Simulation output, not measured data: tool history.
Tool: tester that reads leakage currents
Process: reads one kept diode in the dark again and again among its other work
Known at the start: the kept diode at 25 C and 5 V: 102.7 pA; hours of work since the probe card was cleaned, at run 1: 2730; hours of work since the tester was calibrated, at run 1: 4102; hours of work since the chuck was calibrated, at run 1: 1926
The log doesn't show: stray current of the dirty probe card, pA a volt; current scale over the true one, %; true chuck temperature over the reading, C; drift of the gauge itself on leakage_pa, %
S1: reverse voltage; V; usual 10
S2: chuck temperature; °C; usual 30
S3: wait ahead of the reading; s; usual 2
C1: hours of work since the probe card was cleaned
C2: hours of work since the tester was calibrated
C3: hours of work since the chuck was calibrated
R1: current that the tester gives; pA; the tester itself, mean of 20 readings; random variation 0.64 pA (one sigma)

Run 1, hour 0: usual settings; C1 2730; C2 4102; C3 1926. Result: R1 246.94 pA.
Run 2, hour 260.9: usual settings; C1 2886; C2 4258; C3 2082. Result: R1 249.71 pA.
At hour 321.4: probe card cleaned and baked.
Run 3, hour 414.4: usual settings but S1 10.9 V; C1 55; C2 4348; C3 2171. Result: R1 251.39 pA.
At hour 556.2: chuck's temperature calibrated.
Run 4, hour 671.1: usual settings but S1 10.9 V; C1 207; C2 4499; C3 69. Result: R1 230.73 pA.
Run 5, hour 949.6: usual settings but S1 10.9 V; C1 373; C2 4666; C3 235. Result: R1 232.77 pA.
At hour 1014.5: tester calibrated.
Run 6, hour 1232.1: usual settings; C1 541; C2 130; C3 402. Result: R1 219.84 pA.
Run 7, hour 1492: usual settings but S2 27 °C; C1 696; C2 285; C3 557. Result: R1 178.36 pA.
Run 8, hour 1729.7: usual settings but S2 57 °C; C1 837; C2 427; C3 699. Result: R1 1317.47 pA.
Run 9, hour 1986.7: usual settings but S2 32 °C; C1 991; C2 580; C3 852. Result: R1 261.34 pA.
Run 10, hour 2270.9: usual settings but S1 4.6 V, S2 32 °C, S3 1.85 s; C1 1160; C2 749; C3 1021. Result: R1 176.28 pA.
Run 11, hour 2408.2: usual settings but S1 4.6 V, S2 32 °C, S3 1.85 s; C1 1242; C2 831; C3 1103. Result: R1 177.11 pA.
Run 12, hour 2597.8: usual settings but S1 9.4 V, S2 53 °C, S3 2.61 s; C1 1355; C2 944; C3 1216. Result: R1 1024.32 pA.
Run 13, hour 2787.6: usual settings but S1 4.6 V, S2 32 °C; C1 1468; C2 1057; C3 1329. Result: R1 179.23 pA.
Run 14, hour 3039.2: usual settings but S1 1.6 V, S2 37 °C; C1 1618; C2 1207; C3 1480. Result: R1 149.05 pA.
Run 15, hour 3188.4: usual settings but S2 49 °C; C1 1707; C2 1296; C3 1568. Result: R1 838.7 pA.

Forecast each of these 4 alternatives for the next run:
Run A, hour 3340.4: usual settings but S1 1.2 V, S3 2.23 s; C1 1798; C2 1387; C3 1659. Result: R1 ?.
Run B, hour 3340.4: usual settings but S1 2.1 V, S2 25 °C, S3 8.65 s; C1 1798; C2 1387; C3 1659. Result: R1 ?.
Run C, hour 3340.4: usual settings but S1 11.1 V, S2 35 °C, S3 0.44 s; C1 1798; C2 1387; C3 1659. Result: R1 ?.
Run D, hour 3340.4: usual settings but S1 1.2 V, S2 37 °C, S3 1.1 s; C1 1798; C2 1387; C3 1659. Result: R1 ?.

run      R1
  A   79.72
  B   73.94
  C  358.66
  D  130.64
Without the tool's hidden state the same runs would have given:
run      R1
  A   72.09
  B   66.14
  C  322.43
  D     119
